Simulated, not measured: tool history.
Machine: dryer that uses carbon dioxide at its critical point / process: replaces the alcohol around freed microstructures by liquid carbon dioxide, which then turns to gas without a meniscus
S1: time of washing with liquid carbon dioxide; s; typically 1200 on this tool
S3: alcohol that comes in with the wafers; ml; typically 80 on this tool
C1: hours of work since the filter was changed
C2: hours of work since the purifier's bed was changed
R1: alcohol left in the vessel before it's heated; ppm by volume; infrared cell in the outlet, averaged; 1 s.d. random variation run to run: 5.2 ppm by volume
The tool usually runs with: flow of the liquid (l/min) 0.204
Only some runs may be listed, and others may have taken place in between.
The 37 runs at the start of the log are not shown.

Run 38, day 19.312: usual settings but S1 1380 s, flow of the liquid (l/min) 0.249, S3 85 ml; C1 28; C2 239. Result: R1 49 ppm by volume.
Run 39, day 19.900: usual settings but S1 1380 s, flow of the liquid (l/min) 0.249, S3 85 ml; C1 33; C2 243. Result: R1 63 ppm by volume.
Run 40, day 20.608: usual settings but S1 1320 s, flow of the liquid (l/min) 0.346, S3 59 ml; C1 39; C2 249. Result: R1 53 ppm by volume.
Run 41, day 20.983: usual settings but flow of the liquid (l/min) 0.282, S3 94 ml; C1 42; C2 252. Result: R1 49 ppm by volume.
Run 42, day 21.396: usual settings but flow of the liquid (l/min) 0.233, S3 85 ml; C1 45; C2 255. Result: R1 81 ppm by volume.
Run 43, day 22.067: usual settings but flow of the liquid (l/min) 0.233, S3 85 ml; C1 50; C2 260. Result: R1 81 ppm by volume.
Run 44, day 22.696: usual settings but S3 42 ml; C1 55; C2 265. Result: R1 105 ppm by volume.
Run 45, day 23.225: usual settings but S1 1560 s, S3 93 ml; C1 59; C2 270. Result: R1 60 ppm by volume.
Run 46, day 23.867: usual settings but flow of the liquid (l/min) 0.156; C1 64; C2 275. Result: R1 635 ppm by volume.
Run 47, day 24.496: usual settings but flow of the liquid (l/min) 0.152, S3 98 ml; C1 69; C2 280. Result: R1 869 ppm by volume.
Run 48, day 24.946: usual settings but S1 1500 s, flow of the liquid (l/min) 0.143; C1 73; C2 283. Result: R1 317 ppm by volume.

Below are 3 alternative next runs, each starting from the tool's condition after run 48. Predict each:
Run A, day 25.271: usual settings but flow of the liquid (l/min) 0.186, S3 49 ml; C1 76; C2 286. Result: R1 ?.
Run B, day 25.271: usual settings but S1 1380 s, flow of the liquid (l/min) 0.191, S3 83 ml; C1 76; C2 286. Result: R1 ?.
Run C, day 25.271: usual settings but S1 780 s, flow of the liquid (l/min) 0.145, S3 20 ml; C1 76; C2 286. Result: R1 ?.

run    R1
  A   152
  B   117
  C  1430
With no hidden state in the tool, these same runs would have given:
run    R1
  A    93
  B    62
  C  1305
